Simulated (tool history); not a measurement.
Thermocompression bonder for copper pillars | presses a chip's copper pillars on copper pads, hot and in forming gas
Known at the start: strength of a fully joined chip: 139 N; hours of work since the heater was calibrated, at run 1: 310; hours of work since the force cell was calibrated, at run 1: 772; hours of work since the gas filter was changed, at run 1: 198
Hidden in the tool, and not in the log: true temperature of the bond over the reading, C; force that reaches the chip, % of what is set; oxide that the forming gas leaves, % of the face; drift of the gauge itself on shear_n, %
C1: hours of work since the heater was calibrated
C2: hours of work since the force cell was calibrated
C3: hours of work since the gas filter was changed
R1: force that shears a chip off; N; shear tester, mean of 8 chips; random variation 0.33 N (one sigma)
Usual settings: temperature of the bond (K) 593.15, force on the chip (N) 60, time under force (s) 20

Run 1, hour 0.0: usual settings; C1 310; C2 772; C3 198. Result: R1 46.9 N.
Run 2, hour 23.7: usual settings; C1 320; C2 783; C3 208. Result: R1 47.2 N.
Run 3, hour 44.5: usual settings; C1 329; C2 792; C3 217. Result: R1 46.6 N.
Run 4, hour 62.5: usual settings; C1 337; C2 799; C3 225. Result: R1 46.3 N.
Run 5, hour 79.8: usual settings but force on the chip (N) 50; C1 344; C2 807; C3 232. Result: R1 42.6 N.
Run 6, hour 99.0: usual settings but force on the chip (N) 50; C1 353; C2 815; C3 241. Result: R1 41.7 N.
Run 7, hour 111.0: usual settings but force on the chip (N) 50; C1 358; C2 821; C3 246. Result: R1 42.2 N.
Run 8, hour 124.7: usual settings but force on the chip (N) 50; C1 364; C2 826; C3 252. Result: R1 42.2 N.
Run 9, hour 136.7: usual settings but temperature of the bond (K) 572.15; C1 369; C2 832; C3 257. Result: R1 37.8 N.
Run 10, hour 154.9: usual settings but temperature of the bond (K) 572.15; C1 377; C2 840; C3 265. Result: R1 37.6 N.
Run 11, hour 171.6: usual settings but force on the chip (N) 61; C1 384; C2 847; C3 272. Result: R1 46.2 N.
Run 12, hour 183.0: usual settings but force on the chip (N) 61; C1 389; C2 852; C3 277. Result: R1 46.6 N.
Run 13, hour 196.3: usual settings but force on the chip (N) 61; C1 395; C2 858; C3 283. Result: R1 46.7 N.
Run 14, hour 218.6: usual settings but temperature of the bond (K) 600.15; C1 404; C2 867; C3 293. Result: R1 48.8 N.
Run 15, hour 239.6: usual settings but time under force (s) 22; C1 414; C2 876; C3 302. Result: R1 47.3 N.
Run 16, hour 258.0: usual settings but force on the chip (N) 76, time under force (s) 28; C1 422; C2 884; C3 310. Result: R1 57.9 N.
Run 17, hour 275.0: usual settings but force on the chip (N) 63, time under force (s) 27; C1 429; C2 892; C3 317. Result: R1 51.9 N.
Run 18, hour 287.4: usual settings but temperature of the bond (K) 610.15, force on the chip (N) 83, time under force (s) 27; C1 434; C2 897; C3 323. Result: R1 68.2 N.
Run 19, hour 305.1: usual settings but temperature of the bond (K) 610.15, force on the chip (N) 83, time under force (s) 27; C1 442; C2 905; C3 330. Result: R1 67.5 N.
Run 20, hour 320.0: usual settings but temperature of the bond (K) 582.15, force on the chip (N) 42, time under force (s) 12; C1 448; C2 911; C3 337. Result: R1 27.1 N.
Run 21, hour 331.6: usual settings but temperature of the bond (K) 604.15, force on the chip (N) 51, time under force (s) 43; C1 453; C2 916; C3 342. Result: R1 60.8 N.
Run 22, hour 351.3: usual settings but temperature of the bond (K) 614.15, force on the chip (N) 51, time under force (s) 17; C1 462; C2 925; C3 350. Result: R1 46.6 N.
Run 23, hour 368.3: usual settings but temperature of the bond (K) 614.15, force on the chip (N) 80, time under force (s) 17; C1 469; C2 932; C3 358. Result: R1 58.1 N.
Run 24, hour 380.1: usual settings but temperature of the bond (K) 583.15, force on the chip (N) 37, time under force (s) 29; C1 475; C2 937; C3 363. Result: R1 36.9 N.
Run 25, hour 390.5: usual settings but temperature of the bond (K) 583.15, force on the chip (N) 37, time under force (s) 29; C1 479; C2 942; C3 367. Result: R1 37.0 N.
Run 26, hour 403.3: usual settings but force on the chip (N) 55, time under force (s) 29; C1 485; C2 947; C3 373. Result: R1 50.5 N.
Run 27, hour 418.6: usual settings but temperature of the bond (K) 610.15, force on the chip (N) 73; C1 491; C2 954; C3 379. Result: R1 57.2 N.
At hour 435.6: forming gas filter changed.
Run 28, hour 439.8: usual settings but temperature of the bond (K) 610.15, force on the chip (N) 73; C1 500; C2 963; C3 2. Result: R1 60.4 N.
At hour 463.0: force cell calibrated.
Run 29, hour 463.0: usual settings but temperature of the bond (K) 594.15, force on the chip (N) 80; C1 510; C2 0; C3 11. Result: R1 57.9 N.

Forecast each of these 5 alternatives for the next run:
Run A, hour 486.3: usual settings but temperature of the bond (K) 594.15, force on the chip (N) 80, time under force (s) 23; C1 520; C2 10; C3 21. Result: R1 ?.
Run B, hour 486.3: usual settings but temperature of the bond (K) 621.15, force on the chip (N) 84, time under force (s) 32; C1 520; C2 10; C3 21. Result: R1 ?.
Run C, hour 486.3: usual settings but force on the chip (N) 88, time under force (s) 15; C1 520; C2 10; C3 21. Result: R1 ?.
Run D, hour 486.3: usual settings but temperature of the bond (K) 565.15, force on the chip (N) 80, time under force (s) 45; C1 520; C2 10; C3 21. Result: R1 ?.
Run E, hour 486.3: usual settings but temperature of the bond (K) 594.15, force on the chip (N) 80, time under force (s) 27; C1 520; C2 10; C3 21. Result: R1 ?.

run    R1
  A  60.1
  B  83.0
  C  53.0
  D  59.8
  E  63.5
Without the tool's hidden state the same runs would have given:
run    R1
  A  61.8
  B  84.9
  C  54.6
  D  61.6
  E  65.2

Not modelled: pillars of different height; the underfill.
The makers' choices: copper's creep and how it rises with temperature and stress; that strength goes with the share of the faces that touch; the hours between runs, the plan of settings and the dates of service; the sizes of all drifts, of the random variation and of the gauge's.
